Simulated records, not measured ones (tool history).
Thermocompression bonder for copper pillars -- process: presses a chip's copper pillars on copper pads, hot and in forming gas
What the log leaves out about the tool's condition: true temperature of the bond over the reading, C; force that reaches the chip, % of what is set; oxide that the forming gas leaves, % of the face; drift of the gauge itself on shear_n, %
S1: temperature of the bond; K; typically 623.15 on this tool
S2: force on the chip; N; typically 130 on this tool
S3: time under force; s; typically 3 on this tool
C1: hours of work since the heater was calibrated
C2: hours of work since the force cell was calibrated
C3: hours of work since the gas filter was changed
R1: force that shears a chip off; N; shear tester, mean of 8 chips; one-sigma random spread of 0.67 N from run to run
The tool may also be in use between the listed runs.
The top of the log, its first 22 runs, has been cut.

run	hour	S1	S2	S3	C1	C2	C3	R1
23	329.7	598.15	130	3	59	13	77	41.2
24	343.5	623.15	122	3	69	23	87	50.2
25	358.9	593.15	119	7	80	34	98	49.8
26	378.9	593.15	119	7	95	48	112	51.7
27	397.1	627.15	130	9	108	61	126	77.7
28	413.2	651.15	130	3	119	73	137	66.6
29	428.8	651.15	104	7	130	84	148	73.0
30	437.5	623.15	166	3	137	90	154	65.3
31	449.0	623.15	166	3	145	99	163	65.6
32	469.9	595.15	90	3	160	114	178	27.0
33	484.6	599.15	90	2	170	124	188	24.0
34	496.5	599.15	90	2	179	133	197	23.3
35	510.9	623.15	168	3	189	143	207	66.6
36	525.0	627.15	130	3	199	153	217	54.8
37	534.7	602.15	121	3	206	160	224	40.0
38	553.3	602.15	121	3	219	173	237	39.0
39	563.8	603.15	127	7	227	181	245	57.8
40	573.7	603.15	127	7	234	188	252	56.5

Forecast each of these 4 alternatives for the next run:
A	588.8	595.15	190	8	245	199	263	?
B	588.8	641.15	165	5	245	199	263	?
C	588.8	623.15	156	3	245	199	263	?
D	588.8	603.15	127	4	245	199	263	?

run	R1
A	77.5
B	83.6
C	61.8
D	47.1
Take away the tool's hidden state, keep each run's random variation, and the runs would have read:
run	R1
A	82.2
B	89.4
C	65.4
D	49.4

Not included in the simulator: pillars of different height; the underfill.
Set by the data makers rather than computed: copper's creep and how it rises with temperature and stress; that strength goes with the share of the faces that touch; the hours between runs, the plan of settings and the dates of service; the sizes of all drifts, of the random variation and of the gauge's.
